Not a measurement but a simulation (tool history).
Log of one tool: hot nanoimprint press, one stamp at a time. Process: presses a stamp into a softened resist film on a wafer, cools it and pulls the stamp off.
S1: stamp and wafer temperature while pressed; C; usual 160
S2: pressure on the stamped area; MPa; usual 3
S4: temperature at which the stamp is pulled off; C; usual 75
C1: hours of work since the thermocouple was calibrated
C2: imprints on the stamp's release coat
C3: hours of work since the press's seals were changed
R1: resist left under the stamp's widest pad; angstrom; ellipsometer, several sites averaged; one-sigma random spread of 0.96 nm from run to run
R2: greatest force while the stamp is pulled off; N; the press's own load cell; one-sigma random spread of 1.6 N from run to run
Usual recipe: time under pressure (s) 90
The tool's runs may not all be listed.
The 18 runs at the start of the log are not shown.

run 19 day=17.408 | S1=160 S2=4.45 time_under_pressure_(s)=85 S4=72 | C1=517 C2=58 C3=530 | R1=1458 R2=131
run 20 day=18.304 | S1=160 S2=4.45 time_under_pressure_(s)=85 S4=72 | C1=527 C2=117 C3=541 | R1=1444 R2=132
run 21 day=19.442 | S1=160 S2=2.79 time_under_pressure_(s)=90 S4=75 | C1=540 C2=192 C3=554 | R1=1865 R2=128
run 22 day=20.55 | S1=166 S2=2.79 time_under_pressure_(s)=48 S4=64 | C1=553 C2=265 C3=566 | R1=1827 R2=158
run 23 day=21.096 | S1=166 S2=2.79 time_under_pressure_(s)=48 S4=64 | C1=559 C2=301 C3=573 | R1=1835 R2=154
run 24 day=21.867 | S1=166 S2=2.79 time_under_pressure_(s)=48 S4=64 | C1=568 C2=352 C3=581 | R1=1837 R2=161
-- day=22.575 press's hydraulic seals changed and the load cell set to zero
run 25 day=22.833 | S1=166 S2=2.79 time_under_pressure_(s)=48 S4=64 | C1=575 C2=393 C3=3 | R1=1779 R2=163
run 26 day=23.4 | S1=160 S2=2.03 time_under_pressure_(s)=100 S4=75 | C1=582 C2=431 C3=9 | R1=2064 R2=130
-- day=24.458 plate thermocouple calibrated
run 27 day=24.525 | S1=153 S2=3 time_under_pressure_(s)=90 S4=64 | C1=1 C2=496 C3=21 | R1=2041 R2=158
run 28 day=25.142 | S1=168 S2=3 time_under_pressure_(s)=90 S4=82 | C1=8 C2=537 C3=28 | R1=1229 R2=112
run 29 day=26.204 | S1=169 S2=3.97 time_under_pressure_(s)=90 S4=82 | C1=20 C2=607 C3=40 | R1=1000 R2=112
run 30 day=26.829 | S1=170 S2=3 time_under_pressure_(s)=72 S4=65 | C1=27 C2=649 C3=47 | R1=1240 R2=156

3 ways to go on from here, each from the tool as it stands after run 30. What would each give?
run A day=27.462 | S1=164 S2=3 time_under_pressure_(s)=72 S4=80 | C1=34 C2=690 C3=54 | R1=? R2=?
run B day=27.462 | S1=150 S2=3 time_under_pressure_(s)=72 S4=65 | C1=34 C2=690 C3=54 | R1=? R2=?
run C day=27.462 | S1=170 S2=3 time_under_pressure_(s)=72 S4=66 | C1=34 C2=690 C3=54 | R1=? R2=?

run=A R1=1518 R2=118
run=B R1=2449 R2=158
run=C R1=1254 R2=158
Without the tool's unlogged condition, the same runs would have read:
run=A R1=1504 R2=105
run=B R1=2427 R2=141
run=C R1=1242 R2=141
